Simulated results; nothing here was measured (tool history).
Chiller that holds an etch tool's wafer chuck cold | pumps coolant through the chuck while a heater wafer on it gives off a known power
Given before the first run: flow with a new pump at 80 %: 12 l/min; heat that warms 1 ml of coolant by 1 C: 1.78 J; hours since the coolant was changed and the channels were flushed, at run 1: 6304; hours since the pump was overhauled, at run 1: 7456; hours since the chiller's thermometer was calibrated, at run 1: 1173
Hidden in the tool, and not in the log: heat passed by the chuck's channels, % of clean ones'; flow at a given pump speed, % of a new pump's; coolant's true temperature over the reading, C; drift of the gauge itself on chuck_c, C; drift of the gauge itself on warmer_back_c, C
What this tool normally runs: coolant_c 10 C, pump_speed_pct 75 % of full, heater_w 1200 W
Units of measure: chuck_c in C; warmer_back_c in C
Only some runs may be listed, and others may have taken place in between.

| run | hour | coolant_c | pump_speed_pct | heater_w | hours since the coolant was changed and the channels were flushed | hours since the pump was overhauled | hours since the chiller's thermometer was calibrated | chuck_c | warmer_back_c |
|---|---|---|---|---|---|---|---|---|---|
| 1 | 0.0 | 10 | 75 | 1200 | 6304 | 7456 | 1173 | 21.8 | 4.01 |
| 2 | 76.8 | 10 | 75 | 1200 | 6381 | 7533 | 1250 | 21.7 | 3.99 |
| 3 | 168.2 | 3 | 75 | 1200 | 6472 | 7625 | 1341 | 14.7 | 4.01 |
| 4 | 264.3 | 3 | 75 | 1200 | 6568 | 7721 | 1437 | 14.9 | 3.99 |
| 5 | 376.0 | 10 | 75 | 1200 | 6680 | 7832 | 1549 | 22.0 | 4.10 |
| 6 | 462.1 | 10 | 75 | 1200 | 6766 | 7919 | 1635 | 21.7 | 4.03 |
| 7 | 623.8 | 10 | 75 | 1200 | 6928 | 8080 | 1797 | 21.8 | 4.04 |
| 8 | 790.3 | 10 | 75 | 997 | 7094 | 8247 | 1963 | 19.9 | 3.45 |
| 9 | 885.4 | 10 | 75 | 997 | 7189 | 8342 | 2059 | 19.9 | 3.39 |
| 10 | 978.0 | 10 | 75 | 997 | 7282 | 8434 | 2151 | 19.8 | 3.42 |
| 11 | 1059.2 | 10 | 75 | 997 | 7363 | 8516 | 2232 | 20.0 | 3.38 |
| 12 | 1138.6 | 10 | 93 | 1200 | 7443 | 8595 | 2312 | 20.1 | 3.25 |
| 13 | 1220.1 | 10 | 93 | 1200 | 7524 | 8677 | 2393 | 20.4 | 3.13 |
| 14 | 1295.8 | 7 | 75 | 1200 | 7600 | 8752 | 2469 | 19.0 | 4.15 |
| 15 | 1365.6 | 10 | 75 | 1200 | 7670 | 8822 | 2539 | 22.1 | 4.14 |
| 16 | 1464.3 | 10 | 75 | 1200 | 7768 | 8921 | 2637 | 22.2 | 4.12 |
| 17 | 1546.5 | 10 | 75 | 1200 | 7851 | 9003 | 2720 | 22.2 | 4.08 |
| 18 | 1672.3 | 10 | 75 | 1200 | 7976 | 9129 | 2845 | 22.3 | 4.17 |
| 19 | 1764.7 | 9 | 74 | 896 | 8069 | 9221 | 2938 | 18.0 | 3.15 |
| 20 | 1848.1 | 6 | 62 | 1143 | 8152 | 9305 | 3021 | 19.5 | 4.87 |
|  | 1911.3 | chiller's thermometer calibrated |
| 21 | 1965.2 | 6 | 62 | 1143 | 8268 | 9421 | 54 | 20.0 | 4.81 |
| 22 | 2077.0 | 6 | 62 | 1143 | 8380 | 9532 | 166 | 20.0 | 4.84 |
|  | 2105.4 | coolant pump overhauled |
| 23 | 2199.7 | 14 | 67 | 1143 | 8498 | 94 | 283 | 26.0 | 3.87 |
| 24 | 2312.5 | 2 | 90 | 627 | 8610 | 207 | 396 | 7.2 | 1.58 |
| 25 | 2382.4 | 8 | 75 | 1366 | 8680 | 277 | 466 | 21.0 | 4.19 |
| 26 | 2457.4 | 11 | 63 | 710 | 8755 | 352 | 541 | 18.8 | 2.61 |
| 27 | 2593.5 | 11 | 63 | 1051 | 8892 | 488 | 677 | 22.7 | 3.85 |
| 28 | 2706.4 | 17 | 89 | 776 | 9004 | 601 | 790 | 23.3 | 1.90 |
| 29 | 2827.1 | 17 | 89 | 776 | 9125 | 722 | 911 | 23.7 | 1.95 |
| 30 | 2992.8 | 5 | 75 | 753 | 9291 | 887 | 1077 | 12.2 | 2.30 |
| 31 | 3069.2 | 13 | 79 | 1161 | 9367 | 964 | 1153 | 24.0 | 3.28 |
| 32 | 3218.3 | 3 | 91 | 1113 | 9516 | 1113 | 1302 | 12.3 | 2.69 |
| 33 | 3360.5 | 3 | 65 | 1113 | 9659 | 1255 | 1444 | 15.2 | 4.04 |

Forecast each of these 3 alternatives for the next run:
| A | 3513.8 | 10 | 82 | 1200 | 9812 | 1408 | 1597 | ? | ? |
| B | 3513.8 | 10 | 73 | 1051 | 9812 | 1408 | 1597 | ? | ? |
| C | 3513.8 | 11 | 93 | 1200 | 9812 | 1408 | 1597 | ? | ? |

| run | chuck_c | warmer_back_c |
|---|---|---|
| A | 21.2 | 3.32 |
| B | 20.7 | 3.32 |
| C | 21.1 | 2.93 |
Without the tool's unlogged condition, the same runs would have read:
| run | chuck_c | warmer_back_c |
|---|---|---|
| A | 19.1 | 3.27 |
| B | 18.7 | 3.26 |
| C | 19.2 | 2.88 |

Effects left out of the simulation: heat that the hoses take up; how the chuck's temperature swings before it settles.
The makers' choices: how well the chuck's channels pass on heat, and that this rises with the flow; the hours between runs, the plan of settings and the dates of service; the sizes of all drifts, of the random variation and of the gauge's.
